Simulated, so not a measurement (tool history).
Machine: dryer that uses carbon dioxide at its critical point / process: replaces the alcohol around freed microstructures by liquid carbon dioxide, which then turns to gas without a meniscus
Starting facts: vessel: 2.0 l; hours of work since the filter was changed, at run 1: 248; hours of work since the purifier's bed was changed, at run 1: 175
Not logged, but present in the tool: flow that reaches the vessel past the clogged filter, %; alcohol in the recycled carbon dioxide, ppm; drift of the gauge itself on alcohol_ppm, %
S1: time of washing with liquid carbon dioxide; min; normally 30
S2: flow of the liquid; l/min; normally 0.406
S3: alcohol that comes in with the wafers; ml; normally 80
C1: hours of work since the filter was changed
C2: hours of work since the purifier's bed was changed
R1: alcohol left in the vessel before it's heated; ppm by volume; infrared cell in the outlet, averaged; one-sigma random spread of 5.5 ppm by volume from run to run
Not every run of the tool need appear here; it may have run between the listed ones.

| run | day | S1 | S2 | S3 | C1 | C2 | R1 |
|---|---|---|---|---|---|---|---|
| 1 | 0 | 30 | 0.406 | 80 | 248 | 175 | 228 |
| 2 | 0.833 | 30 | 0.406 | 80 | 264 | 190 | 226 |
| 3 | 1.758 | 30 | 0.424 | 80 | 281 | 207 | 199 |
| 4 | 2.625 | 30 | 0.424 | 80 | 297 | 223 | 196 |
| 5 | 3.192 | 30 | 0.406 | 26 | 307 | 234 | 118 |
| 6 | 3.892 | 30 | 0.406 | 26 | 320 | 247 | 123 |
| 7 | 4.292 | 30 | 0.406 | 26 | 328 | 254 | 108 |
| 8 | 5.225 | 27 | 0.406 | 80 | 345 | 272 | 390 |
| 9 | 5.842 | 30 | 0.373 | 80 | 356 | 283 | 361 |
| 10 | 6.629 | 30 | 0.406 | 80 | 371 | 298 | 264 |
| 11 | 7.367 | 30 | 0.406 | 80 | 385 | 311 | 279 |
| 12 | 7.954 | 30 | 0.406 | 80 | 395 | 322 | 269 |
| 13 | 8.775 | 30 | 0.406 | 80 | 411 | 337 | 285 |
| 14 | 9.512 | 30 | 0.406 | 80 | 424 | 351 | 289 |
| 15 | 10.446 | 30 | 0.406 | 67 | 442 | 368 | 258 |
|  | 10.742 | inlet filter changed |
| 16 | 11.217 | 30 | 0.406 | 67 | 9 | 382 | 213 |
| 17 | 11.667 | 30 | 0.406 | 80 | 17 | 390 | 253 |
| 18 | 12.55 | 30 | 0.5 | 36 | 34 | 407 | 116 |
| 19 | 13.488 | 22 | 0.35 | 90 | 51 | 424 | 1495 |
| 20 | 14.183 | 45 | 0.35 | 92 | 64 | 437 | 142 |
| 21 | 14.833 | 45 | 0.35 | 92 | 76 | 449 | 145 |
| 22 | 15.358 | 36 | 0.35 | 24 | 86 | 459 | 145 |
| 23 | 16.025 | 24 | 0.659 | 59 | 98 | 471 | 122 |
| 24 | 16.983 | 20 | 0.578 | 110 | 116 | 489 | 372 |
| 25 | 17.875 | 32 | 0.406 | 80 | 132 | 505 | 229 |
| 26 | 18.567 | 31 | 0.406 | 80 | 145 | 518 | 258 |
|  | 19.042 | purifier's bed changed |
| 27 | 19.675 | 23 | 0.619 | 93 | 163 | 12 | 78 |
| 28 | 20.2 | 23 | 0.288 | 81 | 173 | 21 | 2249 |
| 29 | 20.725 | 31 | 0.422 | 29 | 183 | 31 | 60 |
| 30 | 21.362 | 31 | 0.422 | 29 | 195 | 43 | 63 |
| 31 | 22.246 | 19 | 0.406 | 80 | 211 | 59 | 1354 |
| 32 | 23.092 | 40 | 0.67 | 120 | 227 | 75 | 21 |
| 33 | 23.975 | 40 | 0.67 | 120 | 243 | 91 | 25 |

Below are 3 alternative next runs, each starting from the tool's condition after run 33. Predict each:
| A | 24.858 | 47 | 0.67 | 120 | 259 | 108 | ? |
| B | 24.858 | 27 | 0.67 | 104 | 259 | 108 | ? |
| C | 24.858 | 40 | 0.332 | 120 | 259 | 108 | ? |

| run | R1 |
|---|---|
| A | 22 |
| B | 40 |
| C | 217 |
Had the tool no hidden state, the same runs would have come out as:
| run | R1 |
|---|---|
| A | 0 |
| B | 12 |
| C | 158 |
